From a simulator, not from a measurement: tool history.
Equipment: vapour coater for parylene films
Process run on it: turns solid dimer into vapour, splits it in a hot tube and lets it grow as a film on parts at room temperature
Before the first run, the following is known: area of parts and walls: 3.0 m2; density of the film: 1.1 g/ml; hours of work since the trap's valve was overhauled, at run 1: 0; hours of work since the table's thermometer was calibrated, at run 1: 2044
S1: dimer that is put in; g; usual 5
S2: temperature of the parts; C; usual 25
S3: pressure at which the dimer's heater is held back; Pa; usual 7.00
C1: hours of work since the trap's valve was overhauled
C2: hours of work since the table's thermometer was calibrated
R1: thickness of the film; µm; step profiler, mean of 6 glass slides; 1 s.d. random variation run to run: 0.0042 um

Run 1, hour 0.0: usual settings; C1 0; C2 2044. Result: R1 1.043 µm.
Run 2, hour 40.8: usual settings; C1 27; C2 2071. Result: R1 1.041 µm.
At hour 86.8: table's thermometer calibrated.
Run 3, hour 124.7: usual settings but S1 8 g; C1 82; C2 25. Result: R1 1.639 µm.
Run 4, hour 165.3: usual settings but S3 2.47 Pa; C1 109; C2 52. Result: R1 1.325 µm.
Run 5, hour 201.1: usual settings but S3 2.47 Pa; C1 133; C2 76. Result: R1 1.326 µm.
Run 6, hour 257.5: usual settings but S3 2.47 Pa; C1 170; C2 113. Result: R1 1.316 µm.
Run 7, hour 342.2: usual settings; C1 226; C2 169. Result: R1 1.010 µm.
Run 8, hour 381.0: usual settings but S2 18 C; C1 252; C2 195. Result: R1 1.122 µm.
Run 9, hour 461.6: usual settings but S2 18 C; C1 305; C2 248. Result: R1 1.117 µm.
Run 10, hour 536.9: usual settings but S2 18 C; C1 355; C2 298. Result: R1 1.115 µm.
Run 11, hour 581.7: usual settings but S2 18 C; C1 385; C2 328. Result: R1 1.112 µm.
Run 12, hour 624.7: usual settings but S2 18 C; C1 413; C2 356. Result: R1 1.104 µm.
Run 13, hour 701.9: usual settings but S2 18 C; C1 464; C2 408. Result: R1 1.093 µm.
At hour 709.9: trap's valve overhauled.
Run 14, hour 766.1: usual settings but S2 33 C; C1 37; C2 448. Result: R1 0.844 µm.
Run 15, hour 805.7: usual settings but S2 33 C; C1 63; C2 474. Result: R1 0.834 µm.
Run 16, hour 876.4: usual settings but S1 4 g; C1 110; C2 521. Result: R1 0.756 µm.
Run 17, hour 940.9: usual settings but S1 4 g; C1 153; C2 563. Result: R1 0.746 µm.
Run 18, hour 976.1: usual settings but S1 4 g; C1 176; C2 587. Result: R1 0.752 µm.
Run 19, hour 1050.2: usual settings; C1 226; C2 636. Result: R1 0.928 µm.
Run 20, hour 1091.3: usual settings; C1 253; C2 663. Result: R1 0.926 µm.
Run 21, hour 1129.9: usual settings; C1 278; C2 689. Result: R1 0.916 µm.
Run 22, hour 1191.1: usual settings; C1 319; C2 729. Result: R1 0.928 µm.
At hour 1217.7: trap's valve overhauled, once more.
Run 23, hour 1265.0: usual settings; C1 31; C2 775. Result: R1 1.031 µm.
Run 24, hour 1320.0: usual settings but S1 3 g, S2 35 C; C1 68; C2 812. Result: R1 0.534 µm.
Run 25, hour 1395.9: usual settings but S1 3 g, S2 35 C; C1 118; C2 862. Result: R1 0.526 µm.
Run 26, hour 1435.0: usual settings but S1 4 g, S2 22 C, S3 7.41 Pa; C1 144; C2 888. Result: R1 0.849 µm.
Run 27, hour 1488.6: usual settings but S1 4 g, S2 24 C, S3 7.41 Pa; C1 180; C2 924. Result: R1 0.816 µm.
Run 28, hour 1555.9: usual settings but S2 19 C; C1 224; C2 968. Result: R1 1.111 µm.
Run 29, hour 1610.8: usual settings but S2 18 C, S3 6.12 Pa; C1 260; C2 1005. Result: R1 1.156 µm.
Run 30, hour 1670.7: usual settings but S1 4 g, S3 11.85 Pa; C1 300; C2 1044. Result: R1 0.701 µm.
Run 31, hour 1741.4: usual settings but S1 9 g, S2 19 C, S3 11.71 Pa; C1 347; C2 1091. Result: R1 1.735 µm.
Run 32, hour 1802.2: usual settings but S2 28 C, S3 7.23 Pa; C1 387; C2 1131. Result: R1 0.943 µm.
Run 33, hour 1884.4: usual settings but S2 28 C, S3 7.23 Pa; C1 442; C2 1186. Result: R1 0.940 µm.

Predict the results of run 34:
Run 34, hour 1919.2: usual settings but S1 3 g, S2 21 C, S3 2.32 Pa; C1 465; C2 1209. Result: R1 ?.

{"run 34": {"R1": 0.834}}
The same run, on a tool lacking any hidden state, would have yielded R1 0.874 µm.
